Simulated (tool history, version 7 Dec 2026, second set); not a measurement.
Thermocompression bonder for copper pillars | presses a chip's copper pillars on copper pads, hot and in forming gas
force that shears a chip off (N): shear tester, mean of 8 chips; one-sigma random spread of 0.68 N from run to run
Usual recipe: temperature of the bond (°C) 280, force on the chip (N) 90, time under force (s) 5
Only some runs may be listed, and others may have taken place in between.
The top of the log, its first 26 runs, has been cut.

| run | hour | temperature of the bond (°C) | force on the chip (N) | time under force (s) | hours of work since the heater was calibrated | hours of work since the force cell was calibrated | hours of work since the gas filter was changed | force that shears a chip off (N) |
|---|---|---|---|---|---|---|---|---|
| 27 | 757.9 | 294 | 90 | 9 | 1328 | 1090 | 305 | 100.6 |
| 28 | 784.3 | 294 | 90 | 9 | 1347 | 1109 | 324 | 99.4 |
|  | 806 | forming gas filter changed |
| 29 | 821.8 | 258 | 61 | 6 | 1373 | 1135 | 11 | 47.5 |
| 30 | 843.7 | 301 | 59 | 6 | 1389 | 1150 | 27 | 75.1 |
|  | 884.9 | heater calibrated with a thermocouple chip |
| 31 | 885.3 | 301 | 59 | 6 | 0 | 1179 | 55 | 66.3 |
| 32 | 917.1 | 260 | 62 | 6 | 23 | 1201 | 77 | 40.3 |
| 33 | 957 | 266 | 62 | 4 | 51 | 1229 | 106 | 36.9 |
| 34 | 982.7 | 266 | 62 | 4 | 69 | 1248 | 124 | 36.7 |
| 35 | 1012.7 | 266 | 62 | 4 | 91 | 1269 | 145 | 37.8 |
| 36 | 1037.7 | 266 | 62 | 4 | 108 | 1287 | 163 | 37.5 |
| 37 | 1066.5 | 293 | 65 | 5 | 129 | 1307 | 183 | 61.1 |
| 38 | 1100.6 | 280 | 90 | 3 | 153 | 1331 | 208 | 55.5 |
| 39 | 1123.9 | 280 | 90 | 3 | 170 | 1348 | 224 | 54.1 |
| 40 | 1163.8 | 286 | 90 | 8 | 198 | 1376 | 252 | 82.2 |

Forecast each of these 4 alternatives for the next run:
| A | 1196.1 | 286 | 93 | 10 | 221 | 1399 | 275 | ? |
| B | 1196.1 | 284 | 69 | 5 | 221 | 1399 | 275 | ? |
| C | 1196.1 | 286 | 90 | 6 | 221 | 1399 | 275 | ? |
| D | 1196.1 | 286 | 90 | 4 | 221 | 1399 | 275 | ? |

| run | force that shears a chip off (N) |
|---|---|
| A | 92 |
| B | 56.8 |
| C | 74.6 |
| D | 65.8 |
Stripped of hidden state, with their random variation kept, the same runs would have yielded:
| run | force that shears a chip off (N) |
|---|---|
| A | 95.6 |
| B | 59.2 |
| C | 77.7 |
| D | 68.4 |
